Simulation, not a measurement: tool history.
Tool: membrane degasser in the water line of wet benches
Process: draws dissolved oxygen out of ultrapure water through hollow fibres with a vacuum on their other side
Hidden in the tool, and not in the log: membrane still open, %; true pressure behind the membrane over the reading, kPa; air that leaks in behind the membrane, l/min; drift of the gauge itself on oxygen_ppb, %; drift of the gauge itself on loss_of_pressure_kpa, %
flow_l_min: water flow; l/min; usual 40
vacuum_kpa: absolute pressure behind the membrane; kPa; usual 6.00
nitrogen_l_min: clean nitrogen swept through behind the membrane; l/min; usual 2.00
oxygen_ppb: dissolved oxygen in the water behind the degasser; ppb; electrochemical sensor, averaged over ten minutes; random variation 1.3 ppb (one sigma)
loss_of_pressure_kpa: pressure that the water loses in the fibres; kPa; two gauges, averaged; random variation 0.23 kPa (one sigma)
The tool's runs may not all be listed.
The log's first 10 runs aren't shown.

| run | hour | flow_l_min | vacuum_kpa | nitrogen_l_min | hours since the membrane was changed | hours since the vacuum gauge was calibrated | hours since the vacuum lines were made tight | oxygen_ppb | loss_of_pressure_kpa |
|---|---|---|---|---|---|---|---|---|---|
| 11 | 1233.4 | 40 | 6.00 | 2.00 | 5988 | 5131 | 3707 | 126.6 | 56.86 |
| 12 | 1348.2 | 40 | 6.00 | 2.00 | 6103 | 5245 | 3822 | 126.2 | 56.57 |
| 13 | 1430.3 | 40 | 6.00 | 2.00 | 6185 | 5327 | 3904 | 126.2 | 56.92 |
| 14 | 1558.9 | 40 | 6.00 | 2.00 | 6314 | 5456 | 4033 | 125.0 | 56.83 |
| 15 | 1694.9 | 40 | 6.00 | 2.00 | 6450 | 5592 | 4169 | 129.1 | 56.93 |
| 16 | 1804.7 | 57 | 6.00 | 2.00 | 6560 | 5702 | 4278 | 191.7 | 80.86 |
| 17 | 1915.7 | 57 | 6.00 | 2.00 | 6671 | 5813 | 4389 | 193.8 | 81.12 |
| 18 | 1995.3 | 57 | 6.00 | 2.00 | 6750 | 5893 | 4469 | 191.8 | 79.84 |
| 19 | 2102.3 | 31 | 6.00 | 0.81 | 6857 | 5999 | 4576 | 214.4 | 44.06 |
| 20 | 2266.7 | 31 | 6.00 | 0.81 | 7022 | 6164 | 4740 | 210.2 | 44.31 |
| 21 | 2408.5 | 25 | 6.44 | 2.00 | 7164 | 6306 | 4882 | 92.9 | 35.45 |
|  | 2449.6 | seals of the vacuum lines changed |
| 22 | 2560.3 | 25 | 6.44 | 2.00 | 7313 | 6455 | 111 | 94.7 | 35.15 |
| 23 | 2636.2 | 54 | 6.49 | 1.36 | 7389 | 6531 | 187 | 276.5 | 76.64 |

Run 24 comes next. What will it give?
|  | 2656.9 | vacuum gauge calibrated |
| 24 | 2731.5 | 54 | 6.49 | 1.36 | 7484 | 75 | 281 | ? | ? |

Run 24 gave oxygen_ppb 272.9 ppb, loss_of_pressure_kpa 76.71 kPa.
Without the tool's hidden state the same run would have given oxygen_ppb 272.8 ppb, loss_of_pressure_kpa 76.65 kPa.

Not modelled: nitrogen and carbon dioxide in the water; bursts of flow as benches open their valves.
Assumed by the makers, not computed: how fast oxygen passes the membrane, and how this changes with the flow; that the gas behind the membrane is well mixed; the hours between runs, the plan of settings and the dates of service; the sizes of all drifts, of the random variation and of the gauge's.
